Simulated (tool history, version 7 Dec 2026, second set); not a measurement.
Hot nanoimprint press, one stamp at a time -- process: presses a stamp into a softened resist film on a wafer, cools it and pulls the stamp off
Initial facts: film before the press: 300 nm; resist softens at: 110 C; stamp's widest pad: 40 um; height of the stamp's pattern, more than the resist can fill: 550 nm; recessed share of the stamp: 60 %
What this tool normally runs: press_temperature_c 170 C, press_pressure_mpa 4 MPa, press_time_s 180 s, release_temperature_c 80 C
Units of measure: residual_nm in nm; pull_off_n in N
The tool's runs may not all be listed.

run,hour,press_temperature_c,press_pressure_mpa,press_time_s,release_temperature_c,residual_nm,pull_off_n
1,0,170,4,180,80,160.9,139
2,50.7,170,4,169,80,164.9,136
3,81.2,170,4,169,80,163.9,139
4,118.2,170,4,169,80,163.9,140
# hour 139.1: press's hydraulic seals changed and the load cell set to zero
# hour 172.6: plate thermocouple calibrated
5,179.8,170,2.79,180,80,186.6,136
6,226.2,170,2.79,180,88,187,113
7,249.6,175,2.79,180,88,157.6,115
8,280.2,172,2.79,180,88,175.3,114
9,302.2,172,2.79,180,88,174.8,116
10,331.6,170,4,95,80,194.6,141
11,367.8,170,4,180,80,160.9,140
12,415,170,4,180,80,160.7,135
13,440.6,170,4,180,80,160.5,137
# hour 470.5: stamp cleaned and given a new release coat
14,493.7,170,4,180,87,160.9,115
15,533.2,182,3.87,296,80,85.6,138
16,555.1,170,5.64,180,88,137.1,118
17,605.3,162,6.01,239,86,168.4,118
18,650.4,161,3.91,323,78,189.7,142
19,686.4,163,2.71,197,75,225.8,150
20,717,170,4.25,180,80,156,140
# hour 724.1: plate thermocouple calibrated
21,762.7,170,4.25,180,80,156.6,140
22,796.7,168,6.01,331,77,115,151
23,847.7,168,6.01,331,77,115.2,146
# hour 865.8: press's hydraulic seals changed and the load cell set to zero
24,890.5,170,4,180,69,160.6,179
25,941.5,170,5.8,180,68,135.2,174
26,976.3,170,2.42,228,80,184.7,137
27,1002.1,177,2.41,225,67,146.5,184
28,1053.7,160,4,95,81,250.2,137

Consider 5 possible next runs. They are alternatives, not a sequence: every one starts from the tool as it was left by run 28. What does each give?
A,1086.3,160,6.08,280,81,?,?
B,1086.3,172,5.12,95,81,?,?
C,1086.3,170,4,180,76,?,?
D,1086.3,176,3.07,154,80,?,?
E,1086.3,179,4,95,87,?,?

run,residual_nm,pull_off_n
A,172.7,135
B,165.1,132
C,161.2,154
D,154.2,138
E,144.3,118
Had the tool no hidden state, the same runs would have come out as:
run,residual_nm,pull_off_n
A,172.6,134
B,165,131
C,161.1,153
D,154.1,137
E,144.2,117
